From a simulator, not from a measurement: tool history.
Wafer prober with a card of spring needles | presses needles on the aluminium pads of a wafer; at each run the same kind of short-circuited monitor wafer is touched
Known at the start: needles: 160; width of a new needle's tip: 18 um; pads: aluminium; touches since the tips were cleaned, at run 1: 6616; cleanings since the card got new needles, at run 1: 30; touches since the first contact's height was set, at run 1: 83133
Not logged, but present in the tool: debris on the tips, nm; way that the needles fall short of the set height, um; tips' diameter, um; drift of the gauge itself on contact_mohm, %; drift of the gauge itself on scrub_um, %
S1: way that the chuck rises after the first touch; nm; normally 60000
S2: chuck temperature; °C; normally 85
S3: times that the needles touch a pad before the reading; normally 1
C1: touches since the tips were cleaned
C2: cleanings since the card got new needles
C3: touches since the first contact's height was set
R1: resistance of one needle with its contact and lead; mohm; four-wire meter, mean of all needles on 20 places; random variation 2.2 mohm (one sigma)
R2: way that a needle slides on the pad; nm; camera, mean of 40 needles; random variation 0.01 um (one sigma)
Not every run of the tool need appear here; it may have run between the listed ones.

| run | day | S1 | S2 | S3 | C1 | C2 | C3 | R1 | R2 |
|---|---|---|---|---|---|---|---|---|---|
| 1 | 0 | 60000 | 85 | 1 | 6616 | 30 | 83133 | 362 | 13840 |
|  | 0.221 | tips cleaned on abrasive film |
|  | 1.133 | tips cleaned on abrasive film |
| 2 | 1.404 | 60000 | 85 | 1 | 2758 | 32 | 97292 | 335 | 13800 |
|  | 2.05 | tips cleaned on abrasive film |
|  | 2.971 | tips cleaned on abrasive film |
|  | 3.996 | tips cleaned on abrasive film |
| 3 | 4.296 | 60000 | 85 | 1 | 3037 | 35 | 126449 | 328 | 13760 |
|  | 4.862 | tips cleaned on abrasive film |
|  | 5.846 | tips cleaned on abrasive film |
|  | 6.783 | tips cleaned on abrasive film |
| 4 | 7.321 | 60000 | 85 | 1 | 5458 | 38 | 156976 | 357 | 13740 |
|  | 7.667 | tips cleaned on abrasive film |
|  | 8.733 | tips cleaned on abrasive film |
|  | 9.712 | tips cleaned on abrasive film |
| 5 | 9.9 | 60000 | 85 | 1 | 1892 | 41 | 182985 | 327 | 13720 |
|  | 10.679 | tips cleaned on abrasive film |
| 6 | 11.162 | 63000 | 85 | 1 | 4925 | 42 | 195748 | 343 | 14410 |
|  | 11.671 | tips cleaned on abrasive film |
|  | 12.538 | tips cleaned on abrasive film |
|  | 12.55 | height of the first contact set anew |
| 7 | 12.875 | 60000 | 29 | 1 | 3281 | 44 | 3281 | 333 | 13640 |
|  | 13.517 | tips cleaned on abrasive film |
|  | 14.479 | tips cleaned on abrasive film |
|  | 15.462 | tips cleaned on abrasive film |
| 8 | 16.004 | 60000 | 29 | 1 | 5478 | 47 | 34863 | 355 | 13620 |
|  | 16.408 | tips cleaned on abrasive film |
|  | 17.404 | tips cleaned on abrasive film |
| 9 | 17.704 | 60000 | 29 | 1 | 3046 | 49 | 52021 | 328 | 13600 |
|  | 18.317 | tips cleaned on abrasive film |
|  | 19.333 | tips cleaned on abrasive film |
|  | 19.858 | height of the first contact set anew, once more |
| 10 | 19.858 | 60000 | 29 | 1 | 5210 | 51 | 0 | 348 | 13900 |
|  | 20.212 | tips cleaned on abrasive film |
|  | 21.238 | tips cleaned on abrasive film |
| 11 | 21.938 | 50000 | 55 | 2 | 7092 | 53 | 20961 | 341 | 11570 |
|  | 22.117 | tips cleaned on abrasive film |
|  | 23.15 | tips cleaned on abrasive film |
|  | 24.133 | tips cleaned on abrasive film |
| 12 | 24.438 | 50000 | 55 | 2 | 3090 | 56 | 46173 | 318 | 11520 |
|  | 25.058 | tips cleaned on abrasive film |
|  | 26.025 | tips cleaned on abrasive film |
|  | 26.892 | tips cleaned on abrasive film |
| 13 | 26.921 | 60000 | 51 | 2 | 305 | 59 | 71224 | 255 | 13810 |
|  | 27.833 | tips cleaned on abrasive film |
|  | 28.808 | tips cleaned on abrasive film |
|  | 29.775 | tips cleaned on abrasive film |
| 14 | 29.808 | 67000 | 91 | 2 | 340 | 62 | 100343 | 259 | 15430 |
|  | 30.733 | tips cleaned on abrasive film |
|  | 31.738 | tips cleaned on abrasive film |
|  | 32.667 | tips cleaned on abrasive film |
| 15 | 32.896 | 73000 | 34 | 2 | 2319 | 65 | 131490 | 272 | 16790 |
|  | 33.554 | tips cleaned on abrasive film |
|  | 34.633 | tips cleaned on abrasive film |
| 16 | 34.967 | 70000 | 92 | 1 | 3393 | 67 | 152421 | 326 | 16070 |
|  | 35.533 | tips cleaned on abrasive film |
|  | 36.562 | tips cleaned on abrasive film |
| 17 | 36.854 | 50000 | 26 | 2 | 2938 | 69 | 171444 | 312 | 11400 |

Forecast each of these 4 alternatives for the next run:
|  | 37.504 | tips cleaned on abrasive film |
| A | 38.242 | 47000 | 85 | 1 | 7450 | 70 | 185453 | ? | ? |
|  | 37.504 | tips cleaned on abrasive film |
| B | 38.242 | 50000 | 114 | 2 | 7450 | 70 | 185453 | ? | ? |
|  | 37.504 | tips cleaned on abrasive film |
| C | 38.242 | 43000 | 85 | 1 | 7450 | 70 | 185453 | ? | ? |
|  | 37.504 | tips cleaned on abrasive film |
| D | 38.242 | 72000 | 53 | 1 | 7450 | 70 | 185453 | ? | ? |

| run | R1 | R2 |
|---|---|---|
| A | 429 | 10710 |
| B | 347 | 11400 |
| C | 467 | 9780 |
| D | 327 | 16500 |
Without the tool's unlogged condition, the same runs would have read:
| run | R1 | R2 |
|---|---|---|
| A | 248 | 10890 |
| B | 254 | 11580 |
| C | 252 | 9960 |
| D | 236 | 16680 |
